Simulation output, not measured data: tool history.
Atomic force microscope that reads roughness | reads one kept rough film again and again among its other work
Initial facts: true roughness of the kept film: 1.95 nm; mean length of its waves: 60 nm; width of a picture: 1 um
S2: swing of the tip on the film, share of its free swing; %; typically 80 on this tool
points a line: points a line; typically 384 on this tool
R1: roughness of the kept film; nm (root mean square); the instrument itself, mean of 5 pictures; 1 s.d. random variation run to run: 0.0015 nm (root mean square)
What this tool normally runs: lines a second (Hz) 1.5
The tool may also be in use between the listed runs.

{"run": 1, "day": 0.0, "lines a second (Hz)": 1.5, "S2": 80, "points a line": 384, "R1": 1.793}
{"run": 2, "day": 0.354, "lines a second (Hz)": 1.5, "S2": 80, "points a line": 384, "R1": 1.789}
{"day": 0.512, "done": "new tip fitted"}
{"run": 3, "day": 0.562, "lines a second (Hz)": 1.5, "S2": 80, "points a line": 909, "R1": 1.827}
{"run": 4, "day": 0.767, "lines a second (Hz)": 1.5, "S2": 80, "points a line": 909, "R1": 1.83}
{"run": 5, "day": 1.121, "lines a second (Hz)": 1.5, "S2": 80, "points a line": 909, "R1": 1.821}
{"run": 6, "day": 1.529, "lines a second (Hz)": 1.5, "S2": 80, "points a line": 384, "R1": 1.817}
{"run": 7, "day": 1.704, "lines a second (Hz)": 1.5, "S2": 80, "points a line": 384, "R1": 1.818}
{"run": 8, "day": 2.012, "lines a second (Hz)": 1.5, "S2": 80, "points a line": 717, "R1": 1.818}
{"run": 9, "day": 2.408, "lines a second (Hz)": 1.5, "S2": 80, "points a line": 717, "R1": 1.815}
{"run": 10, "day": 2.671, "lines a second (Hz)": 1.5, "S2": 80, "points a line": 384, "R1": 1.808}
{"run": 11, "day": 2.938, "lines a second (Hz)": 1.5, "S2": 80, "points a line": 384, "R1": 1.809}
{"run": 12, "day": 3.233, "lines a second (Hz)": 1.5, "S2": 64, "points a line": 384, "R1": 1.864}
{"run": 13, "day": 3.538, "lines a second (Hz)": 1.5, "S2": 64, "points a line": 384, "R1": 1.865}
{"run": 14, "day": 3.804, "lines a second (Hz)": 1.5, "S2": 77, "points a line": 384, "R1": 1.815}
{"run": 15, "day": 3.983, "lines a second (Hz)": 2.94, "S2": 80, "points a line": 384, "R1": 1.716}
{"run": 16, "day": 4.358, "lines a second (Hz)": 2.94, "S2": 80, "points a line": 384, "R1": 1.712}
{"run": 17, "day": 4.604, "lines a second (Hz)": 1.5, "S2": 59, "points a line": 384, "R1": 1.866}
{"run": 18, "day": 4.846, "lines a second (Hz)": 1.5, "S2": 59, "points a line": 384, "R1": 1.866}
{"run": 19, "day": 5.033, "lines a second (Hz)": 1.5, "S2": 59, "points a line": 427, "R1": 1.865}
{"day": 5.154, "done": "new tip fitted"}
{"run": 20, "day": 5.379, "lines a second (Hz)": 2.49, "S2": 59, "points a line": 427, "R1": 1.873}
{"run": 21, "day": 5.604, "lines a second (Hz)": 2.49, "S2": 59, "points a line": 427, "R1": 1.872}
{"run": 22, "day": 5.808, "lines a second (Hz)": 0.51, "S2": 80, "points a line": 384, "R1": 1.885}
{"run": 23, "day": 5.988, "lines a second (Hz)": 1.5, "S2": 80, "points a line": 384, "R1": 1.822}
{"run": 24, "day": 6.196, "lines a second (Hz)": 1.5, "S2": 80, "points a line": 384, "R1": 1.817}
{"run": 25, "day": 6.492, "lines a second (Hz)": 0.96, "S2": 80, "points a line": 384, "R1": 1.85}
{"run": 26, "day": 6.888, "lines a second (Hz)": 0.96, "S2": 80, "points a line": 384, "R1": 1.849}
{"run": 27, "day": 7.229, "lines a second (Hz)": 0.96, "S2": 80, "points a line": 384, "R1": 1.843}
{"run": 28, "day": 7.65, "lines a second (Hz)": 0.77, "S2": 80, "points a line": 384, "R1": 1.854}
{"run": 29, "day": 8.017, "lines a second (Hz)": 1.78, "S2": 80, "points a line": 384, "R1": 1.786}
{"run": 30, "day": 8.296, "lines a second (Hz)": 1.29, "S2": 71, "points a line": 506, "R1": 1.852}
{"run": 31, "day": 8.488, "lines a second (Hz)": 1.29, "S2": 71, "points a line": 506, "R1": 1.851}
{"run": 32, "day": 8.85, "lines a second (Hz)": 1.5, "S2": 71, "points a line": 307, "R1": 1.839}
{"run": 33, "day": 9.096, "lines a second (Hz)": 1.5, "S2": 80, "points a line": 570, "R1": 1.801}
{"run": 34, "day": 9.304, "lines a second (Hz)": 0.65, "S2": 75, "points a line": 712, "R1": 1.863}
{"run": 35, "day": 9.538, "lines a second (Hz)": 3.11, "S2": 75, "points a line": 660, "R1": 1.746}
{"day": 9.771, "done": "new tip fitted"}
{"run": 36, "day": 9.771, "lines a second (Hz)": 1.42, "S2": 75, "points a line": 384, "R1": 1.852}
{"run": 37, "day": 10.138, "lines a second (Hz)": 1.42, "S2": 75, "points a line": 384, "R1": 1.853}
{"run": 38, "day": 10.321, "lines a second (Hz)": 2.5, "S2": 87, "points a line": 438, "R1": 1.704}
{"run": 39, "day": 10.738, "lines a second (Hz)": 2.5, "S2": 87, "points a line": 438, "R1": 1.702}
{"run": 40, "day": 11.121, "lines a second (Hz)": 1.75, "S2": 66, "points a line": 384, "R1": 1.862}
{"run": 41, "day": 11.458, "lines a second (Hz)": 1.75, "S2": 66, "points a line": 384, "R1": 1.861}
{"run": 42, "day": 11.7, "lines a second (Hz)": 1.75, "S2": 61, "points a line": 835, "R1": 1.878}
{"run": 43, "day": 12.046, "lines a second (Hz)": 0.55, "S2": 61, "points a line": 287, "R1": 1.898}
{"run": 44, "day": 12.333, "lines a second (Hz)": 0.55, "S2": 61, "points a line": 287, "R1": 1.894}
{"run": 45, "day": 12.612, "lines a second (Hz)": 1.78, "S2": 72, "points a line": 506, "R1": 1.831}
{"run": 46, "day": 12.783, "lines a second (Hz)": 0.95, "S2": 90, "points a line": 294, "R1": 1.804}
{"run": 47, "day": 13.175, "lines a second (Hz)": 0.95, "S2": 74, "points a line": 714, "R1": 1.86}
{"run": 48, "day": 13.588, "lines a second (Hz)": 0.95, "S2": 74, "points a line": 714, "R1": 1.855}
{"run": 49, "day": 13.854, "lines a second (Hz)": 0.95, "S2": 74, "points a line": 714, "R1": 1.857}
{"run": 50, "day": 14.158, "lines a second (Hz)": 0.95, "S2": 74, "points a line": 714, "R1": 1.851}
{"day": 14.392, "done": "new tip fitted"}
{"run": 51, "day": 14.533, "lines a second (Hz)": 0.95, "S2": 74, "points a line": 550, "R1": 1.879}
{"run": 52, "day": 14.758, "lines a second (Hz)": 1.5, "S2": 69, "points a line": 687, "R1": 1.872}
{"run": 53, "day": 15.1, "lines a second (Hz)": 1.12, "S2": 57, "points a line": 267, "R1": 1.9}

Below are 3 alternative next runs, each starting from the tool's condition after run 53. Predict each:
{"run": "A", "day": 15.408, "lines a second (Hz)": 1.12, "S2": 57, "points a line": 616, "R1": "?"}
{"run": "B", "day": 15.408, "lines a second (Hz)": 1.5, "S2": 64, "points a line": 276, "R1": "?"}
{"run": "C", "day": 15.408, "lines a second (Hz)": 3.7, "S2": 57, "points a line": 267, "R1": "?"}

run=A R1=1.907
run=B R1=1.879
run=C R1=1.851
What these runs would have given with no unlogged condition in the tool:
run=A R1=1.909
run=B R1=1.882
run=C R1=1.853

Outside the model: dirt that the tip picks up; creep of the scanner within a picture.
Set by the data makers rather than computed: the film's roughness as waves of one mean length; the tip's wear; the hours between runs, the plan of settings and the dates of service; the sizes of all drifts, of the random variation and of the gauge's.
